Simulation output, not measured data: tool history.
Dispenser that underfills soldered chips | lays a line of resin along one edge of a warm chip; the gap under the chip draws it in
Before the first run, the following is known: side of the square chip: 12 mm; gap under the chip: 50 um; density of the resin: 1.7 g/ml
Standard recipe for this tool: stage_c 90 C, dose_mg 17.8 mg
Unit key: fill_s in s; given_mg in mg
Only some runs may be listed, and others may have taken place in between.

run	day	stage_c	dose_mg	fill_s	given_mg
1	0	90	17.8	132.5	16.86
# day 0.088: new syringe of resin
2	0.308	84	17.8	160.4	16.87
# day 0.492: new syringe of resin
3	0.638	84	17.8	156	16.68
# day 0.888: dispensing valve cleaned and set on the balance
# day 0.925: new syringe of resin
4	0.971	84	17.8	137.5	17.76
5	1.296	84	18.4	181.4	18.19
# day 1.346: new syringe of resin
6	1.508	84	18.4	154.6	18.25
# day 1.762: new syringe of resin
7	1.858	88	19.4	116.8	19.15
# day 2.175: new syringe of resin
8	2.242	88	19.4	115.5	18.99
9	2.454	91	16.7	125.8	16.32
# day 2.575: new syringe of resin
10	2.683	91	16.7	108.6	16.36

What will run 11 give?
# day 2.975: new syringe of resin
11	3.012	96	19.4	?	?

Run 11 produced fill_s 79.4 s, given_mg 18.78 mg.
Minus the tool's unlogged condition, the same run would have read fill_s 81.1 s, given_mg 19.36 mg.

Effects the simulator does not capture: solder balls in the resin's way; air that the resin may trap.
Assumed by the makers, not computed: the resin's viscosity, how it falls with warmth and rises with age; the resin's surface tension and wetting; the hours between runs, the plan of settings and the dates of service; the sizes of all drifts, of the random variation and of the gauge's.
